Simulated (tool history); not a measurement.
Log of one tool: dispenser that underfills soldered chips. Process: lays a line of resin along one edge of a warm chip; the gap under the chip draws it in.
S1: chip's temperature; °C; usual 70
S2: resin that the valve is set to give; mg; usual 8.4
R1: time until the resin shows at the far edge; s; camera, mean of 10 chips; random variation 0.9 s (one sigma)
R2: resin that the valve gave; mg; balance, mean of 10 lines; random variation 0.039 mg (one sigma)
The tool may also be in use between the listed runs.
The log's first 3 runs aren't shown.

-- hour=24.9 new syringe of resin
run 4 hour=30.9 | S1=66 S2=8.4 | R1=132.3 R2=8.17
-- hour=35.6 new syringe of resin
run 5 hour=43.8 | S1=66 S2=8.4 | R1=145.9 R2=8.12
-- hour=46.4 new syringe of resin
-- hour=57.1 new syringe of resin
run 6 hour=59 | S1=82 S2=8.4 | R1=56.3 R2=8.04
-- hour=67.5 new syringe of resin
-- hour=71.3 dispensing valve cleaned and set on the balance
run 7 hour=75.5 | S1=70 S2=8.4 | R1=118.5 R2=8.37
-- hour=79.1 new syringe of resin
-- hour=90.2 new syringe of resin
run 8 hour=90.4 | S1=70 S2=8.4 | R1=87.6 R2=8.34
-- hour=100.9 new syringe of resin
run 9 hour=107.2 | S1=70 S2=8.4 | R1=114 R2=8.29
-- hour=111.4 new syringe of resin
run 10 hour=118 | S1=70 S2=8.4 | R1=115 R2=8.25
-- hour=121.5 new syringe of resin
-- hour=131.8 new syringe of resin
run 11 hour=134.5 | S1=70 S2=8.4 | R1=101.8 R2=8.09
-- hour=142.3 new syringe of resin
run 12 hour=146.7 | S1=70 S2=8.4 | R1=108 R2=8.12
-- hour=153.3 new syringe of resin
run 13 hour=160.3 | S1=70 S2=8.4 | R1=119.8 R2=8.1
-- hour=163.5 new syringe of resin
-- hour=167.6 dispensing valve cleaned and set on the balance
run 14 hour=169.6 | S1=70 S2=8.4 | R1=109.4 R2=8.36
-- hour=174.9 new syringe of resin
run 15 hour=183.3 | S1=70 S2=8.4 | R1=123.3 R2=8.34
-- hour=186.2 new syringe of resin
-- hour=197.5 new syringe of resin
run 16 hour=197.7 | S1=56 S2=8.4 | R1=178.9 R2=8.33
-- hour=208 new syringe of resin
run 17 hour=208 | S1=79 S2=8.4 | R1=61.3 R2=8.26
-- hour=218.7 new syringe of resin
run 18 hour=223.7 | S1=79 S2=8.4 | R1=72.5 R2=8.23
-- hour=228.8 new syringe of resin
run 19 hour=236 | S1=79 S2=8.4 | R1=79.9 R2=8.16
-- hour=239.2 new syringe of resin
-- hour=249.6 new syringe of resin
run 20 hour=251.9 | S1=70 S2=9.08 | R1=99.1 R2=8.76
-- hour=260.4 new syringe of resin
run 21 hour=261.7 | S1=68 S2=10.57 | R1=105 R2=10.09
-- hour=264 dispensing valve cleaned and set on the balance
-- hour=271.9 new syringe of resin
run 22 hour=278.6 | S1=68 S2=10.57 | R1=128.9 R2=10.52

Run 23 comes next. What will it give?
-- hour=282.8 new syringe of resin
run 23 hour=287.6 | S1=85 S2=8.4 | R1=? R2=?

{"run 23": {"R1": 57.7, "R2": 8.34}}
Without the tool's hidden state the same run would have given R1 44.2 s, R2 8.4 mg.

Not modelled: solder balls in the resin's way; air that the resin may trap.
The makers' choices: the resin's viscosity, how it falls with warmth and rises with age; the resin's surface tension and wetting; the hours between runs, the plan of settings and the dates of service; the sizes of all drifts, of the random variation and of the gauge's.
